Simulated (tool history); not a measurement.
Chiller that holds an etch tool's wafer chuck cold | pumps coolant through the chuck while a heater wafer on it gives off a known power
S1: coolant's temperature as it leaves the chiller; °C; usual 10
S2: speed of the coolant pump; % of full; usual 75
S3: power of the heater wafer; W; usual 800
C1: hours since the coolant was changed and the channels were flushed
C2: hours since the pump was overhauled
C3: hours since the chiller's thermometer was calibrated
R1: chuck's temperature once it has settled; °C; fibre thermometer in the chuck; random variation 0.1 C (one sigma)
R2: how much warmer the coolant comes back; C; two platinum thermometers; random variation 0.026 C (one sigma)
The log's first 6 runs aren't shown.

run 7 hour=198.2 | S1=10 S2=75 S3=700 | C1=2285 C2=2061 C3=1014 | R1=15.7 R2=1.57
run 8 hour=238.1 | S1=10 S2=75 S3=700 | C1=2325 C2=2101 C3=1053 | R1=15.8 R2=1.58
run 9 hour=290.0 | S1=17 S2=75 S3=700 | C1=2376 C2=2153 C3=1105 | R1=22.8 R2=1.58
run 10 hour=334.7 | S1=17 S2=75 S3=700 | C1=2421 C2=2198 C3=1150 | R1=22.8 R2=1.57
run 11 hour=377.0 | S1=8 S2=75 S3=800 | C1=2463 C2=2240 C3=1192 | R1=14.6 R2=1.77
run 12 hour=421.2 | S1=8 S2=75 S3=800 | C1=2508 C2=2284 C3=1237 | R1=14.8 R2=1.80
run 13 hour=449.6 | S1=8 S2=75 S3=800 | C1=2536 C2=2312 C3=1265 | R1=14.5 R2=1.75
run 14 hour=495.4 | S1=10 S2=75 S3=800 | C1=2582 C2=2358 C3=1311 | R1=16.7 R2=1.71
run 15 hour=532.5 | S1=10 S2=75 S3=800 | C1=2619 C2=2395 C3=1348 | R1=16.7 R2=1.78
run 16 hour=556.7 | S1=10 S2=75 S3=800 | C1=2643 C2=2420 C3=1372 | R1=16.7 R2=1.76
run 17 hour=603.6 | S1=14 S2=96 S3=800 | C1=2690 C2=2466 C3=1419 | R1=19.6 R2=1.30
run 18 hour=633.9 | S1=9 S2=77 S3=1190 | C1=2720 C2=2497 C3=1449 | R1=18.8 R2=2.55
run 19 hour=681.5 | S1=11 S2=97 S3=800 | C1=2768 C2=2544 C3=1497 | R1=16.5 R2=1.27
run 20 hour=726.4 | S1=3 S2=75 S3=800 | C1=2813 C2=2589 C3=1542 | R1=9.7 R2=1.72
run 21 hour=772.3 | S1=5 S2=73 S3=848 | C1=2859 C2=2635 C3=1588 | R1=12.1 R2=1.85
run 22 hour=816.3 | S1=15 S2=75 S3=1040 | C1=2903 C2=2679 C3=1632 | R1=23.7 R2=2.22
run 23 hour=847.1 | S1=2 S2=75 S3=1040 | C1=2933 C2=2710 C3=1662 | R1=10.9 R2=2.25

Run 24 comes next. What will it give?
run 24 hour=885.7 | S1=2 S2=75 S3=1040 | C1=2972 C2=2749 C3=1701 | R1=? R2=?

{"run 24": {"R1": 10.6, "R2": 2.25}}
Without the tool's hidden state the same run would have given R1 10.6 °C, R2 2.42 C.
